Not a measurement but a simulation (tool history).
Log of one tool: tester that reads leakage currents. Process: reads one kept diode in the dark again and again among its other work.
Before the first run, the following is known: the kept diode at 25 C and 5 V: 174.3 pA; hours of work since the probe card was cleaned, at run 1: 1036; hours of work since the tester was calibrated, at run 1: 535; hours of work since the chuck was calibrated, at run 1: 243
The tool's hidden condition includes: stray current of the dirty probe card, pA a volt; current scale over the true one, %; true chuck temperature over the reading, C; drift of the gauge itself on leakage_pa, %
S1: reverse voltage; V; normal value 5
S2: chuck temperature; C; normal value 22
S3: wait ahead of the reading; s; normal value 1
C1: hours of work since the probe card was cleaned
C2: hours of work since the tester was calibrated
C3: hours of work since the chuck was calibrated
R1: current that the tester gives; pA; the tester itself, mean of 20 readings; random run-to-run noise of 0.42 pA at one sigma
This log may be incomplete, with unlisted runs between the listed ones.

run	day	S1	S2	S3	C1	C2	C3	R1
1	0	5	22	1	1036	535	243	145.55
2	1.238	5	22	1	1051	550	257	145.1
3	2.712	5	22	1	1068	567	275	145.31
4	3.521	5	29	1	1078	577	284	242.37
5	5.296	5	29	1	1098	597	305	242.19
6	6.283	5	22	1	1110	609	316	146.43
7	7.171	5	22	1	1120	619	327	146.81
8	8.592	5	22	1	1137	636	343	147.14
9	10.058	5	22	1	1154	653	361	146.1
10	11.579	5	22	1	1172	671	378	146.64
11	12.654	14.36	26	1.6	1185	684	391	291.56
12	13.958	2.57	46	1.6	1200	699	406	613.62
13	15.321	10.48	21	0.46	1216	715	422	183.7
14	16.867	10.48	21	0.46	1234	733	440	185.26
15	18.212	5	21	0.86	1250	749	456	137.74
16	19.946	4.63	53	0.86	1270	769	477	1176.09
17	21.4	4.63	53	0.86	1287	786	494	1174.53
18	22.983	11.88	53	0.31	1306	805	512	1663.46
19	24.642	15.73	42	0.39	1325	824	532	915.03

Alternative continuations, all from the tool just after run 19; predict every row:
A	25.433	7.83	22	1.24	1334	834	541	?
B	25.433	15.67	34	1	1334	834	541	?
C	25.433	5	22	2.75	1334	834	541	?

run	R1
A	175.78
B	530.56
C	148.19
Stripped of hidden state, with their random variation kept, the same runs would have yielded:
run	R1
A	164.04
B	502.18
C	139.43
